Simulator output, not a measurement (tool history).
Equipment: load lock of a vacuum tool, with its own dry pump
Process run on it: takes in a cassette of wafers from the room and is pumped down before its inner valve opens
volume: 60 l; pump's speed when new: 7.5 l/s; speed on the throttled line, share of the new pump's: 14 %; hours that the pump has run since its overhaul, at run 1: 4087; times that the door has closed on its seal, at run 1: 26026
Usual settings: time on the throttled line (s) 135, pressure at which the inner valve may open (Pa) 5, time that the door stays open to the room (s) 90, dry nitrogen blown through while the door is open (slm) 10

run	hour	time on the throttled line (s)	pressure at which the inner valve may open (Pa)	time that the door stays open to the room (s)	dry nitrogen blown through while the door is open (slm)	hours that the pump has run since its overhaul	times that the door has closed on its seal	incoming humidity of the room's air, %	time from the closed door until the inner valve may open (s)	rise of the pressure with all valves shut (Pa/min)
1	0	135	5	90	10	4087	26026	44.4	198.6	0.12
2	182.7	135	5	84	10	4270	26591	46.6	199.9	0.128
3	374.9	135	6	90	10	4462	27186	43.2	196.9	0.127
4	484	135	5	215	10	4571	27523	41.6	199.2	0.164
5	607.4	135	9	215	10	4695	27905	43	193.5	0.177
6	723.9	135	5	90	10	4811	28265	43	199.7	0.134
7	875.1	135	5	184	10	4962	28733	47.2	199.9	0.171
8	967.3	147	5	90	10	5055	29018	44.4	208.9	0.135
9	1075.8	147	5	90	10	5163	29354	45.6	210.9	0.147
10	1192.1	147	5	90	10	5279	29714	45.7	208	0.143
11	1361.7	147	5	90	10	5449	30238	43.8	209.2	0.141
12	1543.6	143	8	82	11	5631	30801	47.5	200.7	0.142
13	1743.2	117	8	62	10	5830	31418	47.5	179.1	0.138
14	1949.6	135	10	90	10	6037	32057	42.5	194	0.148
15	2099	94	8	90	10	6186	32519	43.8	159.9	0.153
16	2189.6	94	8	90	10	6277	32799	44	161.1	0.15
17	2303.8	94	8	90	10	6391	33152	45.9	160.2	0.156
18	2474.6	128	8	90	10	6562	33681	44.7	190.2	0.151
19	2565	135	5	90	6	6652	33960	44.8	201.9	0.169
20	2674.8	239	5	65	12	6762	34300	45.1	286.2	0.146
21	2801.9	135	5	90	39	6889	34693	46.6	199.8	0.138

Forecast each of these 3 alternatives for the next run:
A	3007.2	234	5	90	39	7094	35328	45.5	?	?
B	3007.2	135	4	90	10	7094	35328	44.2	?	?
C	3007.2	72	5	64	43	7094	35328	43.2	?	?

run	time from the closed door until the inner valve may open (s)	rise of the pressure with all valves shut (Pa/min)
A	281.5	0.137
B	202.4	0.162
C	146.1	0.125
Stripped of hidden state, with their random variation kept, the same runs would have yielded:
run	time from the closed door until the inner valve may open (s)	rise of the pressure with all valves shut (Pa/min)
A	278	0.041
B	197.6	0.065
C	140.7	0.028

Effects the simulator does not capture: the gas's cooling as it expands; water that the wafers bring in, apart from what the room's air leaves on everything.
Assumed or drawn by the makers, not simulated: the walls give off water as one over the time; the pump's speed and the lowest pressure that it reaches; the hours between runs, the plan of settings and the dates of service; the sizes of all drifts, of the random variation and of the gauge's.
